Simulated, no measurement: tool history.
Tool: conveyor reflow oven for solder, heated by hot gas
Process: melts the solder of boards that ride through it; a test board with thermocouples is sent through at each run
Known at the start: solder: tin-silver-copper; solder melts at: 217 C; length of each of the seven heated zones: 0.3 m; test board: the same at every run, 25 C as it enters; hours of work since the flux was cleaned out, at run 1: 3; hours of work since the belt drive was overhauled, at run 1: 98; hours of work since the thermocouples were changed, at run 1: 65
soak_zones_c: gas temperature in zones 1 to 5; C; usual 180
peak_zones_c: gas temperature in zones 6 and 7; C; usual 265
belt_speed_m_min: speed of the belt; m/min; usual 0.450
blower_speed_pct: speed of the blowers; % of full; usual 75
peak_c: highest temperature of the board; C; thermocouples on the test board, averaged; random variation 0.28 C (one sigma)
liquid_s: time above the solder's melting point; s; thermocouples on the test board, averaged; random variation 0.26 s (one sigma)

run   hour  soak_zones_c  peak_zones_c  belt_speed_m_min  blower_speed_pct  hours of work since the flux was cleaned out  hours of work since the belt drive was overhauled  hours of work since the thermocouples were changed  peak_c  liquid_s
  1    0.0           180           265             0.450                75                                             3                                                 98                                                  65   250.3      60.5
  2   38.3           165           265             0.450                75                                            28                                                122                                                  89   246.9      52.5
  3   83.4           165           265             0.450                61                                            56                                                151                                                 118   242.5      46.8
  4  113.4           165           265             0.438                61                                            75                                                170                                                 137   243.6      49.3
  5  150.6           180           265             0.450                75                                            99                                                194                                                 161   249.3      59.7
  6  195.1           180           265             0.450                75                                           127                                                222                                                 189   248.6      59.5
  7  235.9           180           265             0.430                75                                           153                                                248                                                 215   250.0      63.6
  8  290.7           180           267             0.430                74                                           188                                                283                                                 250   251.2      65.1
  9  325.6           180           254             0.430                72                                           211                                                305                                                 272   239.4      53.3
 10  349.7           180           254             0.430                72                                           226                                                321                                                 287   239.6      53.0
 11  378.0           170           265             0.450                62                                           244                                                339                                                 305   242.1      47.7
 12  414.9           180           255             0.482                57                                           267                                                362                                                 329   232.1      35.7

Forecast each of these 5 alternatives for the next run:
  A  461.1           169           263             0.482                52                                           297                                                392                                                 358       ?         ?
  B  461.1           177           268             0.462                75                                           297                                                392                                                 358       ?         ?
  C  461.1           178           255             0.430                57                                           297                                                392                                                 358       ?         ?
  D  461.1           190           265             0.450                67                                           297                                                392                                                 358       ?         ?
  E  461.1           179           280             0.452                75                                           297                                                392                                                 358       ?         ?

run  peak_c  liquid_s
  A   233.5      32.2
  B   248.6      56.2
  C   235.8      45.3
  D   248.0      62.4
  E   260.2      66.5
Without the tool's hidden state the same runs would have given:
run  peak_c  liquid_s
  A   235.8      35.5
  B   251.2      58.4
  C   237.8      48.4
  D   250.2      64.2
  E   262.9      67.9

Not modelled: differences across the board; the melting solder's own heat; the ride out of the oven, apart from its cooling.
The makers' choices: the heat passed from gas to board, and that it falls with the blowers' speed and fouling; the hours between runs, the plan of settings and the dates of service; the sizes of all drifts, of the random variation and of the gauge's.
